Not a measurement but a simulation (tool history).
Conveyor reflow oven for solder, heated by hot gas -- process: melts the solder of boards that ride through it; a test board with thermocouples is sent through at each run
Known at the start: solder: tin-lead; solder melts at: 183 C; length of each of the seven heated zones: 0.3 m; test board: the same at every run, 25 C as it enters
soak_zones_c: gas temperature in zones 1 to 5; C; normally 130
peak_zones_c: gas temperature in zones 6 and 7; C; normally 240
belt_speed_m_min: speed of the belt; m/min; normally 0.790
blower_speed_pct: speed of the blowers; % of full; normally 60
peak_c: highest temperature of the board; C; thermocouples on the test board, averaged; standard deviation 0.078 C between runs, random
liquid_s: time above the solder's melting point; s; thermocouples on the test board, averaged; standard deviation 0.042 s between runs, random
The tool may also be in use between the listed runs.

run   hour  soak_zones_c  peak_zones_c  belt_speed_m_min  blower_speed_pct  peak_c  liquid_s
  1    0.0           130           240             0.790                60  209.81     27.56
  2   22.1           130           240             0.790                60  209.87     27.46
  3   65.2           130           240             0.790                60  209.72     27.38
  4   95.2           130           240             0.790                60  209.61     27.32
     121.2  -- thermocouples of zones 6 and 7 changed
     133.0  -- flux residue cleaned out of gas plates and filters
  5  143.6           130           243             0.790                60  213.65     29.79
  6  177.2           130           243             0.691                60  219.16     37.82
  7  219.1           130           240             0.790                60  210.87     28.27
  8  244.0           145           239             0.790                60  214.02     33.31
  9  290.7           131           248             0.905                60  210.52     24.13
 10  331.9           130           244             0.914                60  206.49     21.45
 11  353.2           120           235             0.731                60  207.37     26.66
 12  390.3           120           237             0.731                60  209.00     27.71
 13  412.6           137           240             0.882                57  206.26     23.24
     455.3  -- flux residue cleaned out of gas plates and filters
 14  459.7           130           240             0.790                90  218.09     32.66

Here are 5 independent what-if runs from the current tool condition. What would each one return?
  A  483.3           130           240             0.728                60       ?         ?
  B  483.3           118           246             0.790                60       ?         ?
  C  483.3           130           240             0.723                90       ?         ?
  D  483.3           123           240             0.719                53       ?         ?
  E  483.3           122           253             0.790                87       ?         ?

run  peak_c  liquid_s
  A  214.26     33.21
  B  212.39     27.16
  C  221.26     37.60
  D  211.14     29.96
  E  226.50     34.92
With no hidden state in the tool, these same runs would have given:
run  peak_c  liquid_s
  A  214.15     32.77
  B  212.26     26.77
  C  221.24     37.18
  D  211.00     29.52
  E  226.46     34.52

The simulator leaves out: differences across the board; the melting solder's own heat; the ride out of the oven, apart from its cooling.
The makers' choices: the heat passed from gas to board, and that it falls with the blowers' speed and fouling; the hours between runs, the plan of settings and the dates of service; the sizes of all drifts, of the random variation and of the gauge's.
